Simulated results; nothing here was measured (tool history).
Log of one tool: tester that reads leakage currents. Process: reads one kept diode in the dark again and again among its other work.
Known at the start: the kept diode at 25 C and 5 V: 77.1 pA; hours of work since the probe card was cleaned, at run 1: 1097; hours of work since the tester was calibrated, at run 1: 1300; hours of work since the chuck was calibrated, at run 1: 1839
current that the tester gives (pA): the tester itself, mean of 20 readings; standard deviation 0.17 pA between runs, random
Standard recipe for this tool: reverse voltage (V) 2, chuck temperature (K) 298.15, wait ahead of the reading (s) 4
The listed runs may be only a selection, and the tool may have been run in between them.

run    hour  reverse voltage (V)  chuck temperature (K)  wait ahead of the reading (s)  hours of work since the probe card was cleaned  hours of work since the tester was calibrated  hours of work since the chuck was calibrated  current that the tester gives (pA)
  1       0                    2                 298.15                              4                                            1097                                           1300                                          1839                               56.43
  2    72.9                  1.3                 298.15                              4                                            1145                                           1348                                          1887                               47.13
  3   113.5                  1.3                 298.15                              4                                            1172                                           1375                                          1914                               47.19
  4   165.9                11.15                 298.15                              4                                            1207                                           1410                                          1949                              123.28
  5   228.4                11.15                 298.15                              4                                            1248                                           1451                                          1990                              124.23
  6   278.1                    2                 298.15                              4                                            1281                                           1484                                          2023                               56.87
  7   336.2                    2                 324.15                              4                                            1319                                           1523                                          2062                              478.97
  8     404                    2                 324.15                              4                                            1364                                           1567                                          2106                              479.28
  9   439.3                    2                 324.15                              4                                            1388                                           1591                                          2130                              479.19
 10   490.4                    2                 298.15                           9.42                                            1421                                           1625                                          2164                               57.43
      502.3  -- chuck's temperature calibrated
 11   525.4                    2                 298.15                           9.42                                            1443                                           1646                                            15                               54.31
 12   569.6                    2                 303.15                              4                                            1472                                           1676                                            45                               83.13
 13     629                    2                 303.15                              4                                            1512                                           1715                                            84                                83.4
 14   659.6                    2                 297.15                              4                                            1532                                           1735                                           104                               49.52
 15   726.2                    2                 298.15                              4                                            1576                                           1779                                           148                               54.35
 16   772.8                    2                 298.15                              4                                            1607                                           1810                                           179                               54.46
 17   835.4                 3.06                 330.15                              4                                            1648                                           1852                                           220                              860.89
      840.8  -- tester calibrated
 18   904.5                 1.73                 318.15                              4                                            1693                                             42                                           265                              269.45
 19   976.9                 1.73                 318.15                              4                                            1741                                             90                                           313                              268.74
 20  1040.1                 1.73                 318.15                              4                                            1782                                            132                                           355                              270.43
 21  1111.9                 1.73                 318.15                              4                                            1830                                            179                                           402                              269.55
 22  1165.1                 1.73                 318.15                              4                                            1865                                            215                                           437                              271.27
     1213.1  -- tester calibrated, once more
 23  1213.1                16.65                 315.15                              4                                            1896                                              0                                           468                              579.95
 24  1287.2                 3.75                 319.15                           6.66                                            1945                                             49                                           517                              415.27
 25  1332.7                    2                 328.15                              4                                            1975                                             79                                           547                              630.24
 26  1400.3                    2                 305.15                              4                                            2020                                            124                                           592                              102.65
 27  1457.3                    2                 298.15                           0.66                                            2057                                            162                                           629                               57.52
 28  1525.5                 8.42                 314.15                              4                                            2102                                            207                                           674                              402.38
 29  1556.9                 7.55                 297.15                           0.77                                            2123                                            227                                           695                              100.33

Results for each run, recomputed without the tool's hidden state and with each run's random variation untouched:
Unlogged tool condition in this case: stray current of the dirty probe card, pA a volt; current scale over the true one, %; true chuck temperature over the reading, C; drift of the gauge itself on leakage_pa, %.
run  current that the tester gives (pA)
  1                               52.54
  2                               44.06
  3                               44.06
  4                              108.86
  5                              109.28
  6                                52.5
  7                              458.44
  8                              458.37
  9                              458.09
 10                               52.66
 11                               52.83
 12                               81.88
 13                               82.02
 14                               47.79
 15                               52.54
 16                               52.57
 17                              863.97
 18                              269.82
 19                               268.8
 20                              270.25
 21                              269.09
 22                              270.58
 23                              549.39
 24                              404.05
 25                              618.45
 26                               97.99
 27                               53.51
 28                              382.46
 29                               86.88
